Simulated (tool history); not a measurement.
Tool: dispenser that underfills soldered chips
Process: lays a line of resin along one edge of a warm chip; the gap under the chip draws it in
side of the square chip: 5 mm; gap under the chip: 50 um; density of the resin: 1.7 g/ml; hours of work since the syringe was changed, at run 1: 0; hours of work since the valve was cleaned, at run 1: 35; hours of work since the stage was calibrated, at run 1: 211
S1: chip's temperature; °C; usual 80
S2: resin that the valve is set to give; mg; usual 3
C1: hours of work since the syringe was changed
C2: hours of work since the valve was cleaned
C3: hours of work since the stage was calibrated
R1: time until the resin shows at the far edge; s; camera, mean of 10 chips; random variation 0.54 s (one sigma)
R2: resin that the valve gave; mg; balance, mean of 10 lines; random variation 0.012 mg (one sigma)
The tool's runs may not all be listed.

Run 1, day 0: usual settings; C1 0; C2 35; C3 211. Result: R1 42 s, R2 2.89 mg.
Run 2, day 0.3: usual settings; C1 4; C2 40; C3 216. Result: R1 51.8 s, R2 2.87 mg.
At day 0.679: new syringe of resin.
Run 3, day 0.746: usual settings but S2 3.69 mg; C1 1; C2 46; C3 222. Result: R1 43.1 s, R2 3.52 mg.
Run 4, day 1.133: usual settings but S2 2.92 mg; C1 7; C2 52; C3 228. Result: R1 57.9 s, R2 2.76 mg.
At day 1.371: new syringe of resin.
Run 5, day 1.462: usual settings but S2 2.92 mg; C1 1; C2 56; C3 232. Result: R1 46.8 s, R2 2.75 mg.
Run 6, day 1.933: usual settings but S2 2.92 mg; C1 8; C2 63; C3 239. Result: R1 65.5 s, R2 2.75 mg.
At day 2.025: new syringe of resin.
Run 7, day 2.246: usual settings but S2 2.95 mg; C1 3; C2 68; C3 244. Result: R1 49.8 s, R2 2.74 mg.
At day 2.692: new syringe of resin.
Run 8, day 2.871: usual settings but S2 2.95 mg; C1 3; C2 77; C3 253. Result: R1 48.5 s, R2 2.71 mg.
Run 9, day 3.208: usual settings but S2 2.95 mg; C1 8; C2 82; C3 258. Result: R1 61 s, R2 2.69 mg.
At day 3.354: new syringe of resin.
Run 10, day 3.588: usual settings but S2 2.95 mg; C1 3; C2 88; C3 264. Result: R1 51.2 s, R2 2.69 mg.
At day 3.975: dispensing valve cleaned and set on the balance.
At day 4.071: new syringe of resin.
Run 11, day 4.146: usual settings but S2 2.95 mg; C1 1; C2 2; C3 271. Result: R1 45.8 s, R2 2.93 mg.
Run 12, day 4.504: usual settings but S1 67 °C, S2 2.95 mg; C1 6; C2 8; C3 276. Result: R1 103.2 s, R2 2.95 mg.
At day 4.725: new syringe of resin.
Run 13, day 4.892: usual settings; C1 2; C2 13; C3 282. Result: R1 46.3 s, R2 2.97 mg.
At day 5.367: new syringe of resin.
Run 14, day 5.417: usual settings but S1 84 °C; C1 1; C2 21; C3 289. Result: R1 35.7 s, R2 2.94 mg.
Run 15, day 5.962: usual settings but S1 84 °C; C1 9; C2 29; C3 298. Result: R1 52.9 s, R2 2.91 mg.
At day 6.021: new syringe of resin.
Run 16, day 6.425: usual settings but S1 84 °C; C1 6; C2 36; C3 304. Result: R1 47 s, R2 2.89 mg.
At day 6.712: new syringe of resin.
Run 17, day 6.879: usual settings but S1 65 °C, S2 2.52 mg; C1 2; C2 42; C3 311. Result: R1 96.8 s, R2 2.42 mg.
Run 18, day 7.333: usual settings but S1 73 °C, S2 2.84 mg; C1 9; C2 49; C3 318. Result: R1 87.8 s, R2 2.69 mg.
At day 7.396: new syringe of resin.
Run 19, day 7.65: usual settings but S1 73 °C, S2 2.84 mg; C1 4; C2 54; C3 322. Result: R1 69.9 s, R2 2.68 mg.
At day 8.038: new syringe of resin.
Run 20, day 8.221: usual settings but S1 73 °C, S2 2.84 mg; C1 3; C2 62; C3 330. Result: R1 64.4 s, R2 2.67 mg.
Run 21, day 8.592: usual settings but S1 73 °C, S2 2.84 mg; C1 8; C2 67; C3 336. Result: R1 84.6 s, R2 2.65 mg.
At day 8.708: new syringe of resin.
Run 22, day 8.896: usual settings but S1 87 °C, S2 3.04 mg; C1 3; C2 72; C3 340. Result: R1 35.3 s, R2 2.84 mg.
Run 23, day 9.333: usual settings but S1 69 °C, S2 2.83 mg; C1 9; C2 78; C3 347. Result: R1 110.9 s, R2 2.61 mg.
At day 9.4: new syringe of resin.
Run 24, day 9.742: usual settings but S2 3.8 mg; C1 5; C2 84; C3 353. Result: R1 49.2 s, R2 3.49 mg.
At day 10.058: new syringe of resin.
Run 25, day 10.288: usual settings but S1 94 °C, S2 2.57 mg; C1 3; C2 92; C3 361. Result: R1 29.2 s, R2 2.33 mg.
At day 10.417: dispensing valve cleaned and set on the balance.
At day 10.767: new syringe of resin.
Run 26, day 10.796: usual settings but S1 87 °C, S2 2.73 mg; C1 0; C2 5; C3 367. Result: R1 31.7 s, R2 2.7 mg.
Run 27, day 11.225: usual settings but S1 87 °C, S2 2.73 mg; C1 7; C2 12; C3 374. Result: R1 43.3 s, R2 2.7 mg.
At day 11.412: new syringe of resin.
Run 28, day 11.6: usual settings but S1 91 °C, S2 2.98 mg; C1 3; C2 17; C3 379. Result: R1 29.4 s, R2 2.9 mg.
Run 29, day 11.967: usual settings but S1 69 °C, S2 3.3 mg; C1 8; C2 23; C3 385. Result: R1 93.5 s, R2 3.23 mg.
At day 12.079: new syringe of resin.
Run 30, day 12.583: usual settings but S1 81 °C, S2 2.81 mg; C1 8; C2 32; C3 394. Result: R1 55.7 s, R2 2.7 mg.
At day 12.75: new syringe of resin.
Run 31, day 12.867: usual settings but S1 73 °C, S2 2.52 mg; C1 2; C2 36; C3 398. Result: R1 62.6 s, R2 2.41 mg.
Run 32, day 13.229: usual settings but S1 73 °C, S2 2.52 mg; C1 7; C2 41; C3 403. Result: R1 79.4 s, R2 2.41 mg.

5 ways to go on from here, each from the tool as it stands after run 32. What would each give?
At day 13.433: new syringe of resin.
Run A, day 13.542: usual settings but S1 77 °C, S2 3.13 mg; C1 2; C2 46; C3 407. Result: R1 ?, R2 ?.
At day 13.433: new syringe of resin.
Run B, day 13.542: usual settings but S1 75 °C; C1 2; C2 46; C3 407. Result: R1 ?, R2 ?.
At day 13.433: new syringe of resin.
Run C, day 13.542: usual settings; C1 2; C2 46; C3 407. Result: R1 ?, R2 ?.
At day 13.433: new syringe of resin.
Run D, day 13.542: usual settings but S1 87 °C, S2 3.32 mg; C1 2; C2 46; C3 407. Result: R1 ?, R2 ?.
At day 13.433: new syringe of resin.
Run E, day 13.542: usual settings but S1 73 °C, S2 3.45 mg; C1 2; C2 46; C3 407. Result: R1 ?, R2 ?.

run    R1    R2
  A  48.7  2.99
  B  54.2  2.88
  C  43.5  2.89
  D  32.3  3.16
  E  58.3  3.31
Without the tool's hidden state the same runs would have given:
run    R1    R2
  A  50.9  3.13
  B  56.7  3.01
  C  45.3  3.02
  D  33.6  3.31
  E  61.4  3.46

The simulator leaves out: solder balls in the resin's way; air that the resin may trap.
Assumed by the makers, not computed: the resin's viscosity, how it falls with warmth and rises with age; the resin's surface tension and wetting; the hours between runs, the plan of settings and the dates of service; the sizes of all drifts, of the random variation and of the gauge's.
